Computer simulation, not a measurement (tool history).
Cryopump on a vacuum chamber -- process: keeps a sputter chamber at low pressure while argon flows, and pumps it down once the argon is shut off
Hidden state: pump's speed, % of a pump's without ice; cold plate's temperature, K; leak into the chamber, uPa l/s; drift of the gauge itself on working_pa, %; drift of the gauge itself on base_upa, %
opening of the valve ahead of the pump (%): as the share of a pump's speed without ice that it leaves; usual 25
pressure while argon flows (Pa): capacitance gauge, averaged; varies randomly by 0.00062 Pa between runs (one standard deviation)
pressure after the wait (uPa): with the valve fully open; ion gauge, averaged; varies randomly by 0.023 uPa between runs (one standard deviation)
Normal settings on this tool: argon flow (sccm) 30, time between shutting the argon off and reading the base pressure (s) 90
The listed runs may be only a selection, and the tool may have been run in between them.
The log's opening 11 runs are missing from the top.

run	day	argon flow (sccm)	time between shutting the argon off and reading the base pressure (s)	opening of the valve ahead of the pump (%)	hours of work since the pump was warmed up and emptied	hours of work since the cold head was overhauled	hours of work since the chamber's fittings were tightened	pressure while argon flows (Pa)	pressure after the wait (uPa)
12	6.342	30	90	25	13	350	2158	0.0916	1.29
13	6.679	30	90	25	17	354	2162	0.0912	1.27
14	7.238	30	90	25	24	361	2168	0.0918	1.24
15	7.662	30	85	25	29	365	2173	0.0915	1.24
16	8.067	30	85	25	34	370	2178	0.0926	1.27
17	8.675	30	85	25	41	377	2185	0.0921	1.29
18	9.067	25	238	20	45	382	2190	0.0949	0.94
19	9.429	49	43	39	49	386	2194	0.0963	2.03
20	9.929	49	43	39	55	392	2200	0.0978	1.94
21	10.733	49	43	39	65	401	2209	0.0982	1.98
22	11.358	49	39	39	72	409	2216	0.0983	2.12
23	12.162	24	90	53	81	418	2226	0.0356	1.3
24	12.767	24	90	53	88	425	2233	0.0364	1.29
25	13.162	24	90	53	93	429	2237	0.0368	1.36
26	13.792	20	64	24	100	437	2245	0.0651	1.6
27	14.292	25	41	36	106	443	2250	0.0552	2.06
28	15.083	22	27	16	115	452	2260	0.1056	2.82
29	15.742	59	27	46	123	460	2267	0.1024	2.77

Forecast run 30:
30	16.421	59	27	46	131	467	2275	?	?

Run 30 produced pressure while argon flows (Pa) 0.1041, pressure after the wait (uPa) 2.75.
With the hidden condition absent and the run-to-run variation left alone, this run would have shown pressure while argon flows (Pa) 0.0972, pressure after the wait (uPa) 2.14.
